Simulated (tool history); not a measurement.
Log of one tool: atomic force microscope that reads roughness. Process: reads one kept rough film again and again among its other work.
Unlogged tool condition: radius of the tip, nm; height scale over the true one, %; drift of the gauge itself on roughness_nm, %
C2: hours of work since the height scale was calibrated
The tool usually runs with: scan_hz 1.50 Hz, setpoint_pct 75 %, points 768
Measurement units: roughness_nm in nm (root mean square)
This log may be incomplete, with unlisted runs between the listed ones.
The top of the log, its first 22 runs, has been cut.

Run 23, hour 602.4: usual settings but scan_hz 1.61 Hz, setpoint_pct 86 %, points 320; pictures with this tip 75; C2 43. Result: roughness_nm 1.898 nm (root mean square).
Run 24, hour 627.3: usual settings but setpoint_pct 68 %, points 265; pictures with this tip 132; C2 61. Result: roughness_nm 2.103 nm (root mean square).
Run 25, hour 657.0: usual settings but setpoint_pct 61 %, points 265; pictures with this tip 199; C2 83. Result: roughness_nm 2.121 nm (root mean square).
Run 26, hour 686.7: usual settings but setpoint_pct 61 %, points 265; pictures with this tip 267; C2 104. Result: roughness_nm 2.097 nm (root mean square).
Run 27, hour 702.7: usual settings but scan_hz 1.31 Hz, setpoint_pct 61 %, points 286; pictures with this tip 303; C2 116. Result: roughness_nm 2.076 nm (root mean square).
At hour 727.8: new tip fitted.
Run 28, hour 730.5: usual settings but scan_hz 0.71 Hz, setpoint_pct 61 %, points 286; pictures with this tip 6; C2 136. Result: roughness_nm 2.264 nm (root mean square).
At hour 737.0: height scale calibrated on a step standard, once more.
Run 29, hour 751.0: usual settings but scan_hz 0.71 Hz, setpoint_pct 61 %, points 286; pictures with this tip 51; C2 10. Result: roughness_nm 2.265 nm (root mean square).
Run 30, hour 787.8: usual settings but scan_hz 2.41 Hz, setpoint_pct 59 %, points 274; pictures with this tip 135; C2 37. Result: roughness_nm 2.140 nm (root mean square).
Run 31, hour 819.0: usual settings but scan_hz 1.18 Hz, setpoint_pct 58 %, points 590; pictures with this tip 206; C2 60. Result: roughness_nm 2.196 nm (root mean square).
Run 32, hour 841.2: usual settings but scan_hz 0.52 Hz, setpoint_pct 67 %, points 335; pictures with this tip 256; C2 76. Result: roughness_nm 2.188 nm (root mean square).

Each row is a separate what-if for the run after 32, all from the same tool condition, not one after another. Results?
Run A, hour 868.4: usual settings but scan_hz 0.89 Hz, points 512; pictures with this tip 318; C2 96. Result: roughness_nm ?.
Run B, hour 868.4: usual settings but scan_hz 1.69 Hz, setpoint_pct 77 %; pictures with this tip 318; C2 96. Result: roughness_nm ?.
Run C, hour 868.4: usual settings but scan_hz 1.44 Hz, setpoint_pct 67 %, points 386; pictures with this tip 318; C2 96. Result: roughness_nm ?.
Run D, hour 868.4: usual settings but scan_hz 1.66 Hz, setpoint_pct 63 %, points 617; pictures with this tip 318; C2 96. Result: roughness_nm ?.

run  roughness_nm
  A         2.079
  B         1.954
  C         2.094
  D         2.096
With no hidden state in the tool, these same runs would have given:
run  roughness_nm
  A         2.222
  B         2.089
  C         2.238
  D         2.240
